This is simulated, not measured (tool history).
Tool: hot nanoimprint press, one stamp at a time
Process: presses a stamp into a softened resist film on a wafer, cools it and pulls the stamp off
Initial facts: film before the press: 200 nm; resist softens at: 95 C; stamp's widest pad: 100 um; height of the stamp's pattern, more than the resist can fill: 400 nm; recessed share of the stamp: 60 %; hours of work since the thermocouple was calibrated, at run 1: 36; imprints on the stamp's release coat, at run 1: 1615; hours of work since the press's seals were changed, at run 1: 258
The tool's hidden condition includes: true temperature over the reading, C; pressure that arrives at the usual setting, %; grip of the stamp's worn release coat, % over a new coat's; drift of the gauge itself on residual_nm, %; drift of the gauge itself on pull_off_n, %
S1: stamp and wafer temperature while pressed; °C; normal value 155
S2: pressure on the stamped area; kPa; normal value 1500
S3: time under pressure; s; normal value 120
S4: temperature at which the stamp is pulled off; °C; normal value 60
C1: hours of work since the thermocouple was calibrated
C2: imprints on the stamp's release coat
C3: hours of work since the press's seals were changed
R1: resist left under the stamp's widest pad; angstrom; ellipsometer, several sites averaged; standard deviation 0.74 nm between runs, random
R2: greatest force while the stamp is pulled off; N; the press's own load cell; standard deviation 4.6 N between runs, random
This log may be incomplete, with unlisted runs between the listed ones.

{"run": 1, "hour": 0.0, "S1": 155, "S2": 1500, "S3": 120, "S4": 60, "C1": 36, "C2": 1615, "C3": 258, "R1": 921, "R2": 261}
{"hour": 22.8, "done": "stamp cleaned and given a new release coat"}
{"run": 2, "hour": 35.8, "S1": 155, "S2": 1500, "S3": 120, "S4": 60, "C1": 57, "C2": 35, "C3": 279, "R1": 924, "R2": 234}
{"run": 3, "hour": 55.7, "S1": 155, "S2": 1500, "S3": 120, "S4": 60, "C1": 70, "C2": 90, "C3": 292, "R1": 939, "R2": 219}
{"run": 4, "hour": 83.5, "S1": 155, "S2": 1500, "S3": 120, "S4": 60, "C1": 89, "C2": 165, "C3": 311, "R1": 932, "R2": 232}
{"run": 5, "hour": 110.5, "S1": 155, "S2": 1500, "S3": 120, "S4": 60, "C1": 107, "C2": 239, "C3": 329, "R1": 952, "R2": 234}
{"run": 6, "hour": 136.1, "S1": 155, "S2": 1500, "S3": 120, "S4": 60, "C1": 125, "C2": 308, "C3": 347, "R1": 945, "R2": 232}
{"run": 7, "hour": 157.2, "S1": 155, "S2": 1500, "S3": 120, "S4": 60, "C1": 139, "C2": 366, "C3": 361, "R1": 932, "R2": 228}
{"run": 8, "hour": 181.1, "S1": 156, "S2": 1500, "S3": 120, "S4": 60, "C1": 155, "C2": 431, "C3": 377, "R1": 905, "R2": 232}
{"run": 9, "hour": 204.8, "S1": 156, "S2": 1500, "S3": 120, "S4": 60, "C1": 171, "C2": 495, "C3": 393, "R1": 910, "R2": 240}
{"run": 10, "hour": 220.0, "S1": 155, "S2": 1650, "S3": 120, "S4": 60, "C1": 181, "C2": 537, "C3": 403, "R1": 891, "R2": 245}
{"run": 11, "hour": 238.1, "S1": 155, "S2": 1650, "S3": 120, "S4": 60, "C1": 194, "C2": 586, "C3": 416, "R1": 909, "R2": 246}
{"run": 12, "hour": 264.7, "S1": 155, "S2": 1650, "S3": 120, "S4": 60, "C1": 212, "C2": 658, "C3": 434, "R1": 899, "R2": 241}
{"run": 13, "hour": 283.5, "S1": 155, "S2": 1500, "S3": 187, "S4": 60, "C1": 224, "C2": 709, "C3": 446, "R1": 833, "R2": 240}
{"run": 14, "hour": 314.9, "S1": 155, "S2": 1500, "S3": 187, "S4": 60, "C1": 246, "C2": 795, "C3": 468, "R1": 833, "R2": 241}
{"run": 15, "hour": 336.3, "S1": 155, "S2": 1500, "S3": 187, "S4": 60, "C1": 260, "C2": 853, "C3": 482, "R1": 822, "R2": 243}
{"run": 16, "hour": 355.1, "S1": 155, "S2": 1500, "S3": 187, "S4": 60, "C1": 273, "C2": 904, "C3": 495, "R1": 816, "R2": 243}
{"run": 17, "hour": 381.5, "S1": 151, "S2": 990, "S3": 90, "S4": 60, "C1": 291, "C2": 976, "C3": 513, "R1": 1404, "R2": 248}
{"run": 18, "hour": 417.6, "S1": 146, "S2": 1250, "S3": 124, "S4": 46, "C1": 315, "C2": 1074, "C3": 537, "R1": 1332, "R2": 321}
{"run": 19, "hour": 452.2, "S1": 155, "S2": 1500, "S3": 120, "S4": 58, "C1": 339, "C2": 1168, "C3": 561, "R1": 976, "R2": 264}
{"run": 20, "hour": 471.0, "S1": 155, "S2": 920, "S3": 76, "S4": 52, "C1": 351, "C2": 1219, "C3": 573, "R1": 1383, "R2": 301}
{"run": 21, "hour": 506.1, "S1": 164, "S2": 1500, "S3": 120, "S4": 60, "C1": 375, "C2": 1315, "C3": 597, "R1": 760, "R2": 255}
{"run": 22, "hour": 522.6, "S1": 155, "S2": 1500, "S3": 151, "S4": 60, "C1": 386, "C2": 1360, "C3": 608, "R1": 904, "R2": 264}
{"run": 23, "hour": 550.7, "S1": 150, "S2": 1500, "S3": 135, "S4": 46, "C1": 405, "C2": 1436, "C3": 627, "R1": 1088, "R2": 347}
{"run": 24, "hour": 583.5, "S1": 164, "S2": 1500, "S3": 106, "S4": 46, "C1": 427, "C2": 1525, "C3": 650, "R1": 793, "R2": 352}
{"run": 25, "hour": 615.5, "S1": 145, "S2": 1010, "S3": 124, "S4": 64, "C1": 449, "C2": 1613, "C3": 671, "R1": 1522, "R2": 241}
{"hour": 639.9, "done": "stamp cleaned and given a new release coat"}
{"run": 26, "hour": 656.0, "S1": 166, "S2": 1010, "S3": 124, "S4": 45, "C1": 473, "C2": 44, "C3": 695, "R1": 892, "R2": 316}
{"run": 27, "hour": 691.1, "S1": 166, "S2": 1010, "S3": 124, "S4": 45, "C1": 496, "C2": 139, "C3": 718, "R1": 894, "R2": 314}
{"run": 28, "hour": 712.3, "S1": 147, "S2": 2000, "S3": 126, "S4": 46, "C1": 511, "C2": 197, "C3": 733, "R1": 1075, "R2": 293}
{"run": 29, "hour": 744.7, "S1": 144, "S2": 1500, "S3": 88, "S4": 65, "C1": 533, "C2": 285, "C3": 755, "R1": 1470, "R2": 218}
{"run": 30, "hour": 768.5, "S1": 163, "S2": 1960, "S3": 207, "S4": 52, "C1": 549, "C2": 349, "C3": 771, "R1": 571, "R2": 275}
{"run": 31, "hour": 798.9, "S1": 155, "S2": 2220, "S3": 88, "S4": 58, "C1": 569, "C2": 432, "C3": 791, "R1": 914, "R2": 259}

Forecast each of these 3 alternatives for the next run:
{"hour": 821.6, "done": "plate thermocouple calibrated"}
{"run": "A", "hour": 828.0, "S1": 155, "S2": 1610, "S3": 65, "S4": 60, "C1": 4, "C2": 503, "C3": 809, "R1": "?", "R2": "?"}
{"hour": 821.6, "done": "plate thermocouple calibrated"}
{"run": "B", "hour": 828.0, "S1": 155, "S2": 1870, "S3": 88, "S4": 58, "C1": 4, "C2": 503, "C3": 809, "R1": "?", "R2": "?"}
{"hour": 821.6, "done": "plate thermocouple calibrated"}
{"run": "C", "hour": 828.0, "S1": 155, "S2": 990, "S3": 120, "S4": 60, "C1": 4, "C2": 503, "C3": 809, "R1": "?", "R2": "?"}

run=A R1=1080 R2=243
run=B R1=935 R2=249
run=C R1=1141 R2=236
With the hidden condition removed and each run's random variation left untouched, the same runs would have given:
run=A R1=1044 R2=234
run=B R1=895 R2=240
run=C R1=1120 R2=227

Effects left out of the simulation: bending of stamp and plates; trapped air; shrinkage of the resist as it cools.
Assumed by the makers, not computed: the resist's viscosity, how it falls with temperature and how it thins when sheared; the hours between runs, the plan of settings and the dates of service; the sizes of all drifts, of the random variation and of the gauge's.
